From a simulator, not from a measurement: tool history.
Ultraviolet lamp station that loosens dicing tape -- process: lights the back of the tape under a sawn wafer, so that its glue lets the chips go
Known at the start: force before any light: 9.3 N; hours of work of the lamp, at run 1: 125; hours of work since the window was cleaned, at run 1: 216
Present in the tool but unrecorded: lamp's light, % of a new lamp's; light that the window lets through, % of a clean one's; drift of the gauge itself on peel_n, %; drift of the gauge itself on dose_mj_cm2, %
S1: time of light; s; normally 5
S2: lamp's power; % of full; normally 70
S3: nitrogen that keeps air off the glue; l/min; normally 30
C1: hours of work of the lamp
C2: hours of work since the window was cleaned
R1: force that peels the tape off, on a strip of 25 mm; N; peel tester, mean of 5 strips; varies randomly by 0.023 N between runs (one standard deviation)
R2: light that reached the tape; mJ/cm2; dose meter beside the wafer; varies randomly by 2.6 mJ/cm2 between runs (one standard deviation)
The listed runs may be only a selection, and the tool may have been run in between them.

run   hour  S1  S2  S3   C1   C2     R1   R2
  1      0   5  70  30  125  216  1.445  281
  2   11.7   5  70  30  134  224  1.423  281
  3   21.7   5  70  30  142  232  1.444  280
  4   32.6   5  70  30  150  240  1.465  278
  5   44.9   5  70  30  159  249  1.488  273
  6   56.4   5  65  30  168  258  1.708  252
      61.8  -- window cleaned of glue's vapour
  7   62.6   3  70  30  172    1  2.663  183
  8   72.5   3  70  30  179    8  2.826  178
  9   83.2   3  70  30  187   16  2.738  182
 10   95.3   3  70  32  197   25  2.625  177
 11  104.8   5  70  30  204   32  1.361  296
 12  113.7   5  82  52  210   39  0.711  347
 13  125.1   3  70  42  219   48  2.544  179
 14  131.6   3  70  42  224   52  2.445  175
 15  141.3   5  69  30  231   60  1.443  289
 16  147.6   2  80  15  236   64   4.68  134
 17  157.6   2  80  17  243   72  4.483  134

Consider 4 possible next runs. They are alternatives, not a sequence: every one starts from the tool as it was left by run 17. What does each give?
  A  168.9   2  62  17  252  80   ?   ?
  B  168.9   2  85  17  252  80   ?   ?
  C  168.9   2  70  35  252  80   ?   ?
  D  168.9   2  70  38  252  80   ?   ?

run     R1   R2
  A   5.36  102
  B  4.425  141
  C  4.137  115
  D  3.982  116
With no hidden state in the tool, these same runs would have given:
run     R1   R2
  A  4.973  116
  B  3.998  160
  C  3.709  130
  D  3.561  131

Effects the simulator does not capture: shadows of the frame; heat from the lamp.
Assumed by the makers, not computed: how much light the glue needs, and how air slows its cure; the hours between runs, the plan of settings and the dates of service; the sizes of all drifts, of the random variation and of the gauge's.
